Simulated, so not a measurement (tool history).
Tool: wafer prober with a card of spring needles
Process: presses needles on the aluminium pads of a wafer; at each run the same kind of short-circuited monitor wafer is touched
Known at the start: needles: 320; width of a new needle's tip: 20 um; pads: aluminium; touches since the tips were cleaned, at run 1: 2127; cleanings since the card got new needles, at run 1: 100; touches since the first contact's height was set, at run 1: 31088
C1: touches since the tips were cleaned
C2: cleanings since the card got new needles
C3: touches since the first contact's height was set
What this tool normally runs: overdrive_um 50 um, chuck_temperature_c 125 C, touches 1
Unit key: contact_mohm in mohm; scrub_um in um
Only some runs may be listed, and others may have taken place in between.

Run 1, day 0: usual settings; C1 2127; C2 100; C3 31088. Result: contact_mohm 244 mohm, scrub_um 12.14 um.
At day 0.046: tips cleaned on abrasive film.
At day 0.208: tips cleaned on abrasive film.
At day 0.408: tips cleaned on abrasive film.
At day 0.571: tips cleaned on abrasive film.
At day 0.733: tips cleaned on abrasive film.
At day 0.896: tips cleaned on abrasive film.
At day 1.1: tips cleaned on abrasive film.
At day 1.304: tips cleaned on abrasive film.
At day 1.504: tips cleaned on abrasive film.
At day 1.708: tips cleaned on abrasive film.
Run 2, day 1.746: usual settings but touches 2; C1 545; C2 110; C3 55960. Result: contact_mohm 226 mohm, scrub_um 11.92 um.
At day 1.908: tips cleaned on abrasive film.
At day 2.071: tips cleaned on abrasive film.
At day 2.233: tips cleaned on abrasive film.
At day 2.396: tips cleaned on abrasive film.
At day 2.558: tips cleaned on abrasive film.
At day 2.762: tips cleaned on abrasive film.
At day 2.929: tips cleaned on abrasive film.
Run 3, day 2.929: usual settings but touches 2; C1 0; C2 117; C3 72825. Result: contact_mohm 221 mohm, scrub_um 12.2 um.
At day 3.129: tips cleaned on abrasive film.
At day 3.333: tips cleaned on abrasive film.
At day 3.496: tips cleaned on abrasive film.
At day 3.7: tips cleaned on abrasive film.
At day 3.862: tips cleaned on abrasive film.
At day 4.025: tips cleaned on abrasive film.
Run 4, day 4.138: usual settings; C1 1659; C2 123; C3 90123. Result: contact_mohm 240 mohm, scrub_um 12.06 um.
At day 4.221: tips cleaned on abrasive film.
At day 4.383: tips cleaned on abrasive film.
At day 4.588: tips cleaned on abrasive film.
At day 4.75: tips cleaned on abrasive film.
At day 4.95: tips cleaned on abrasive film.
At day 5.112: tips cleaned on abrasive film.
At day 5.279: tips cleaned on abrasive film.
At day 5.479: tips cleaned on abrasive film.
Run 5, day 5.558: usual settings but overdrive_um 51 um; C1 1129; C2 131; C3 110367. Result: contact_mohm 236 mohm, scrub_um 12.05 um.
At day 5.679: tips cleaned on abrasive film.
At day 5.883: tips cleaned on abrasive film.
At day 6.046: tips cleaned on abrasive film.
At day 6.246: tips cleaned on abrasive film.
At day 6.412: tips cleaned on abrasive film.
At day 6.612: tips cleaned on abrasive film.
At day 6.817: tips cleaned on abrasive film.
At day 6.979: tips cleaned on abrasive film.
At day 7.179: tips cleaned on abrasive film.
At day 7.383: tips cleaned on abrasive film.
Run 6, day 7.517: usual settings; C1 1945; C2 141; C3 138376. Result: contact_mohm 247 mohm, scrub_um 11.55 um.
At day 7.558: tips cleaned on abrasive film.
At day 7.721: tips cleaned on abrasive film.
At day 7.888: tips cleaned on abrasive film.
At day 8.05: tips cleaned on abrasive film.
At day 8.212: tips cleaned on abrasive film.
At day 8.375: tips cleaned on abrasive film.
At day 8.575: tips cleaned on abrasive film.
At day 8.779: tips cleaned on abrasive film.
At day 8.979: tips cleaned on abrasive film.
At day 9.183: tips cleaned on abrasive film.
At day 9.346: tips cleaned on abrasive film.
Run 7, day 9.358: usual settings; C1 198; C2 152; C3 164638. Result: contact_mohm 227 mohm, scrub_um 11.37 um.
At day 9.521: tips cleaned on abrasive film.
At day 9.688: tips cleaned on abrasive film.
At day 9.85: tips cleaned on abrasive film.
At day 10.012: tips cleaned on abrasive film.
At day 10.212: tips cleaned on abrasive film.
At day 10.375: tips cleaned on abrasive film.
At day 10.538: tips cleaned on abrasive film.
At day 10.7: tips cleaned on abrasive film.
Run 8, day 10.821: usual settings; C1 1734; C2 160; C3 185487. Result: contact_mohm 248 mohm, scrub_um 11.04 um.
At day 10.904: tips cleaned on abrasive film.
At day 11.108: tips cleaned on abrasive film.
At day 11.308: tips cleaned on abrasive film.
At day 11.512: tips cleaned on abrasive film.
At day 11.675: tips cleaned on abrasive film.
At day 11.838: tips cleaned on abrasive film.
At day 12: tips cleaned on abrasive film.
At day 12.162: tips cleaned on abrasive film.
At day 12.346: tips cleaned on abrasive film.
Run 9, day 12.346: usual settings; C1 0; C2 169; C3 207192. Result: contact_mohm 229 mohm, scrub_um 10.76 um.
At day 12.546: tips cleaned on abrasive film.
At day 12.708: tips cleaned on abrasive film.
At day 12.871: tips cleaned on abrasive film.
At day 13.075: tips cleaned on abrasive film.
At day 13.238: tips cleaned on abrasive film.
At day 13.442: tips cleaned on abrasive film.
At day 13.604: tips cleaned on abrasive film.
At day 13.767: tips cleaned on abrasive film.
At day 13.896: height of the first contact set anew.
At day 13.942: tips cleaned on abrasive film.
At day 14.104: tips cleaned on abrasive film.
At day 14.304: tips cleaned on abrasive film.
At day 14.471: tips cleaned on abrasive film.
Run 10, day 14.554: usual settings; C1 1261; C2 181; C3 9370. Result: contact_mohm 251 mohm, scrub_um 9.88 um.
At day 14.638: tips cleaned on abrasive film.
At day 14.842: tips cleaned on abrasive film.
At day 15.042: tips cleaned on abrasive film.
At day 15.204: tips cleaned on abrasive film.
At day 15.408: tips cleaned on abrasive film.
At day 15.612: tips cleaned on abrasive film.
At day 15.812: tips cleaned on abrasive film.
Run 11, day 15.833: usual settings; C1 317; C2 188; C3 27642. Result: contact_mohm 242 mohm, scrub_um 9.62 um.
At day 16: tips cleaned on abrasive film.
At day 16.162: tips cleaned on abrasive film.
At day 16.325: tips cleaned on abrasive film.
At day 16.488: tips cleaned on abrasive film.
At day 16.65: tips cleaned on abrasive film.
At day 16.85: tips cleaned on abrasive film.
At day 17.012: tips cleaned on abrasive film.
At day 17.179: tips cleaned on abrasive film.
Run 12, day 17.212: usual settings; C1 490; C2 196; C3 47247. Result: contact_mohm 243 mohm, scrub_um 9.55 um.
At day 17.375: tips cleaned on abrasive film.
At day 17.575: tips cleaned on abrasive film.
At day 17.738: tips cleaned on abrasive film.
At day 17.9: tips cleaned on abrasive film.
At day 18.104: tips cleaned on abrasive film.
At day 18.267: tips cleaned on abrasive film.
At day 18.471: tips cleaned on abrasive film.
At day 18.633: tips cleaned on abrasive film.
At day 18.683: height of the first contact set anew, once more.
At day 18.808: tips cleaned on abrasive film.
At day 19.008: tips cleaned on abrasive film.
At day 19.171: tips cleaned on abrasive film.
Run 13, day 19.292: usual settings but overdrive_um 31 um, touches 2; C1 1758; C2 207; C3 8710. Result: contact_mohm 264 mohm, scrub_um 7.61 um.
At day 19.338: tips cleaned on abrasive film.
At day 19.542: tips cleaned on abrasive film.
At day 19.704: tips cleaned on abrasive film.
At day 19.867: tips cleaned on abrasive film.
At day 20.029: tips cleaned on abrasive film.
At day 20.192: tips cleaned on abrasive film.
At day 20.354: tips cleaned on abrasive film.
At day 20.517: tips cleaned on abrasive film.
Run 14, day 20.588: usual settings but overdrive_um 31 um, touches 2; C1 1031; C2 215; C3 27126. Result: contact_mohm 260 mohm, scrub_um 7.51 um.
At day 20.708: tips cleaned on abrasive film.
At day 20.912: tips cleaned on abrasive film.
At day 21.117: tips cleaned on abrasive film.
At day 21.279: tips cleaned on abrasive film.
At day 21.442: tips cleaned on abrasive film.
At day 21.642: tips cleaned on abrasive film.
Run 15, day 21.704: usual settings but overdrive_um 66 um, chuck_temperature_c 32 C; C1 918; C2 221; C3 43103. Result: contact_mohm 205 mohm, scrub_um 16.03 um.
At day 21.829: tips cleaned on abrasive film.
At day 21.992: tips cleaned on abrasive film.
At day 22.154: tips cleaned on abrasive film.
At day 22.358: tips cleaned on abrasive film.
At day 22.521: tips cleaned on abrasive film.
At day 22.683: tips cleaned on abrasive film.
Run 16, day 22.838: usual settings but touches 3; C1 2241; C2 227; C3 59245. Result: contact_mohm 229 mohm, scrub_um 11.89 um.
At day 22.879: tips cleaned on abrasive film.
At day 23.042: tips cleaned on abrasive film.
At day 23.204: tips cleaned on abrasive film.
At day 23.408: tips cleaned on abrasive film.
At day 23.612: tips cleaned on abrasive film.
At day 23.775: tips cleaned on abrasive film.
At day 23.938: tips cleaned on abrasive film.
At day 24.138: tips cleaned on abrasive film.
At day 24.3: tips cleaned on abrasive film.
At day 24.462: tips cleaned on abrasive film.
At day 24.625: tips cleaned on abrasive film.
Run 17, day 24.708: usual settings but touches 3; C1 1177; C2 238; C3 85908. Result: contact_mohm 229 mohm, scrub_um 11.58 um.
At day 24.792: tips cleaned on abrasive film.
At day 24.954: tips cleaned on abrasive film.
At day 25.117: tips cleaned on abrasive film.
At day 25.279: tips cleaned on abrasive film.
At day 25.442: tips cleaned on abrasive film.
At day 25.604: tips cleaned on abrasive film.
At day 25.767: tips cleaned on abrasive film.
At day 25.929: tips cleaned on abrasive film.
At day 26.133: tips cleaned on abrasive film.
Run 18, day 26.138: usual settings but overdrive_um 34 um; C1 89; C2 247; C3 106252. Result: contact_mohm 245 mohm, scrub_um 7.57 um.

Expected results for the next run?
At day 26.3: tips cleaned on abrasive film.
At day 26.462: tips cleaned on abrasive film.
At day 26.625: tips cleaned on abrasive film.
At day 26.829: tips cleaned on abrasive film.
At day 26.992: tips cleaned on abrasive film.
At day 27.154: tips cleaned on abrasive film.
At day 27.317: tips cleaned on abrasive film.
At day 27.479: tips cleaned on abrasive film.
At day 27.642: tips cleaned on abrasive film.
At day 27.804: tips cleaned on abrasive film.
At day 28.008: tips cleaned on abrasive film.
Run 19, day 28.042: usual settings but overdrive_um 63 um, chuck_temperature_c 80 C, touches 2; C1 488; C2 258; C3 133382. Result: contact_mohm ?, scrub_um ?.

{"run 19": {"contact_mohm": 210, "scrub_um": 14.53}}
With no hidden state in the tool, this same run would have given contact_mohm 201 mohm, scrub_um 15.52 um.
